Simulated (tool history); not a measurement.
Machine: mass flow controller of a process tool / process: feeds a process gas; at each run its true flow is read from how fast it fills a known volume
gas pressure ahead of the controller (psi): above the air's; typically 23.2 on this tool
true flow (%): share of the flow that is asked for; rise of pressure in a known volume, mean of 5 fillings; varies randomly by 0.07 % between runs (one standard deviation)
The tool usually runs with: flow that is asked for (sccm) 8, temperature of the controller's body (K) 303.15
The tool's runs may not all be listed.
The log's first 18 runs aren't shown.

run	day	flow that is asked for (sccm)	gas pressure ahead of the controller (psi)	temperature of the controller's body (K)	true flow (%)
19	137.671	8	40.2	313.15	91.65
20	144.267	8	37.4	303.15	92.45
21	149.829	3	22.5	302.15	87.80
22	155.962	3	21.6	303.15	87.61
23	165.379	3	26.7	308.15	86.81
24	175.883	3	26.7	308.15	86.66
25	185.379	11	27.6	300.15	93.94
26	190.300	11	27.6	300.15	93.73
# day 198.746: controller's zero set anew
27	200.342	13	20.6	303.15	96.51
28	206.346	5	26.7	306.15	94.84
29	211.379	9	23.2	300.15	95.84
30	217.746	9	33.4	307.15	94.87
31	228.046	13	23.2	302.15	96.07
32	232.679	13	39.3	302.15	95.47
33	240.129	3	21.2	301.15	94.67
34	246.967	3	24.9	301.15	94.36
35	254.275	3	24.9	301.15	94.32

What if the next run were any one of these 3? Each begins from the tool's condition after run 35:
A	263.842	6	24.9	297.15	?
B	263.842	4	33.4	309.15	?
C	263.842	4	23.2	305.15	?

run	true flow (%)
A	95.05
B	93.43
C	94.22
What these runs would have given with no unlogged condition in the tool:
run	true flow (%)
A	98.77
B	97.38
C	98.17
